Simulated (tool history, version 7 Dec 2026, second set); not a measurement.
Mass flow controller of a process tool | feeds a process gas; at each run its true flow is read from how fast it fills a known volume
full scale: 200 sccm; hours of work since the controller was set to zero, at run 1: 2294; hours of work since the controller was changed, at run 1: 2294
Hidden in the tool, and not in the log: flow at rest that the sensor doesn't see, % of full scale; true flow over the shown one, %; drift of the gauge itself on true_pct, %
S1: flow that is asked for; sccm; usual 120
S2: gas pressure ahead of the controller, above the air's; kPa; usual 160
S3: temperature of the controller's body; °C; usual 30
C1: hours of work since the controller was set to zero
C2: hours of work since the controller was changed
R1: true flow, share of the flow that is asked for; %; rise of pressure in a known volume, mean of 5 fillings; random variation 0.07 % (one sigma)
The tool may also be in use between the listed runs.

Run 1, day 0.000: usual settings; C1 2294; C2 2294. Result: R1 99.70 %.
Run 2, day 4.512: usual settings; C1 2351; C2 2351. Result: R1 99.72 %.
Run 3, day 12.554: usual settings; C1 2451; C2 2451. Result: R1 99.87 %.
Run 4, day 19.858: usual settings; C1 2543; C2 2543. Result: R1 99.84 %.
Run 5, day 24.488: usual settings; C1 2601; C2 2601. Result: R1 99.79 %.
Run 6, day 33.017: usual settings but S2 162 kPa; C1 2707; C2 2707. Result: R1 99.86 %.
Run 7, day 38.667: usual settings but S2 162 kPa; C1 2778; C2 2778. Result: R1 100.02 %.
Run 8, day 42.746: usual settings but S2 162 kPa; C1 2829; C2 2829. Result: R1 99.97 %.
Run 9, day 51.725: usual settings but S1 51 sccm, S2 192 kPa; C1 2941; C2 2941. Result: R1 101.55 %.
Run 10, day 57.567: usual settings but S1 57 sccm, S2 177 kPa; C1 3014; C2 3014. Result: R1 101.19 %.
At day 58.442: controller's zero set anew.
Run 11, day 66.154: usual settings but S1 57 sccm, S2 177 kPa; C1 96; C2 3122. Result: R1 102.07 %.
Run 12, day 73.804: usual settings but S1 176 sccm, S2 228 kPa, S3 32 °C; C1 192; C2 3217. Result: R1 100.69 %.
Run 13, day 80.921: usual settings but S1 103 sccm, S2 196 kPa; C1 281; C2 3306. Result: R1 100.66 %.
Run 14, day 85.504: usual settings but S1 34 sccm, S2 144 kPa, S3 25 °C; C1 339; C2 3364. Result: R1 105.08 %.

5 ways to go on from here, each from the tool as it stands after run 14. What would each give?
Run A, day 91.100: usual settings but S1 56 sccm, S2 144 kPa, S3 25 °C; C1 408; C2 3434. Result: R1 ?.
Run B, day 91.100: usual settings but S1 145 sccm, S2 144 kPa, S3 34 °C; C1 408; C2 3434. Result: R1 ?.
Run C, day 91.100: usual settings but S1 34 sccm, S2 232 kPa, S3 25 °C; C1 408; C2 3434. Result: R1 ?.
Run D, day 91.100: usual settings but S1 34 sccm, S2 271 kPa, S3 28 °C; C1 408; C2 3434. Result: R1 ?.
Run E, day 91.100: usual settings but S1 110 sccm; C1 408; C2 3434. Result: R1 ?.

run      R1
  A  102.48
  B  100.25
  C  105.40
  D  105.69
  E  100.76
Without the tool's hidden state the same runs would have given:
run     R1
  A  98.23
  B  98.91
  C  98.09
  D  98.37
  E  98.83

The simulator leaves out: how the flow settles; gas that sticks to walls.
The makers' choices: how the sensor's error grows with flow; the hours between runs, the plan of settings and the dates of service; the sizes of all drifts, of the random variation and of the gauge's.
